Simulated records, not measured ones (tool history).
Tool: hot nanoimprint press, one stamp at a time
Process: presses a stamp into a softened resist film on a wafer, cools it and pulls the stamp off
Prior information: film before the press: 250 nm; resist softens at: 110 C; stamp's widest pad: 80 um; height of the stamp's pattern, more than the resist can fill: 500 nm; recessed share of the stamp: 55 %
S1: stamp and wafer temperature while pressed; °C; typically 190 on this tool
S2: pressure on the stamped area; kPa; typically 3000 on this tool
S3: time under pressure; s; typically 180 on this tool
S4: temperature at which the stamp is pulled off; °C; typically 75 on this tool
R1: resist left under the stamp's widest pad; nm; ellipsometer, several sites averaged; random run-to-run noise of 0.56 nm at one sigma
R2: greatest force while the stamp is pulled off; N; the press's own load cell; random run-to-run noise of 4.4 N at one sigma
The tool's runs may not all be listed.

run,hour,S1,S2,S3,S4,R1,R2
1,0.0,190,3000,180,75,97.5,221
2,9.1,190,3000,180,75,97.3,223
3,15.7,190,3000,180,75,96.7,219
4,25.6,190,3000,180,75,97.5,229
5,34.4,202,3000,180,75,56.6,222
6,40.6,202,3000,180,75,56.5,223
7,46.9,200,3000,180,75,61.5,221
8,54.0,200,3000,180,75,62.0,219
# hour 57.9: plate thermocouple calibrated
9,64.8,190,3000,180,75,98.0,219
10,73.9,183,3000,180,75,131.2,224
11,78.2,183,3000,180,75,132.1,227
12,85.3,190,3000,174,75,97.5,219
13,90.3,190,3000,174,75,97.9,226
14,99.6,190,3340,180,65,91.8,285
15,107.2,184,3430,193,65,116.5,281
# hour 112.1: plate thermocouple calibrated, once more
16,117.2,184,3430,193,65,116.3,275
17,121.6,190,3000,180,77,97.2,218
18,129.1,190,3000,180,77,96.8,211
19,137.9,190,3000,180,77,97.2,228
20,147.1,182,3000,180,80,137.5,206
21,151.5,196,4610,180,75,58.7,227
22,161.0,200,4400,309,65,39.6,288
23,168.6,190,1980,180,75,117.6,244
24,175.7,190,3190,180,75,92.5,241

For some of the steps in R1 from one run to the next: how much would appear even if the tool had no hidden state, given the settings, what came in and random variation, and how much remains for the hidden state plus any gauge scatter that the measured result and the result without hidden state don't share?
Hidden state at play: true temperature over the reading, C; pressure that arrives at the usual setting, %; grip of the stamp's worn release coat, % over a new coat's; drift of the gauge itself on residual_nm, %; drift of the gauge itself on pull_off_n, %.
Run 15 -> 16: plate thermocouple calibrated, once more. R1 -0.2 nm: hidden state +0.5, all else -0.7.
Run 20 -> 21: S1 182 -> 196, S2 3000 -> 4610, S4 80 -> 75. R1 -78.8 nm: hidden state +0.3, all else -79.1.
Run 22 -> 23: S1 200 -> 190, S2 4400 -> 1980, S3 309 -> 180, S4 65 -> 75. R1 +78.0 nm: hidden state -0.7, all else +78.7.

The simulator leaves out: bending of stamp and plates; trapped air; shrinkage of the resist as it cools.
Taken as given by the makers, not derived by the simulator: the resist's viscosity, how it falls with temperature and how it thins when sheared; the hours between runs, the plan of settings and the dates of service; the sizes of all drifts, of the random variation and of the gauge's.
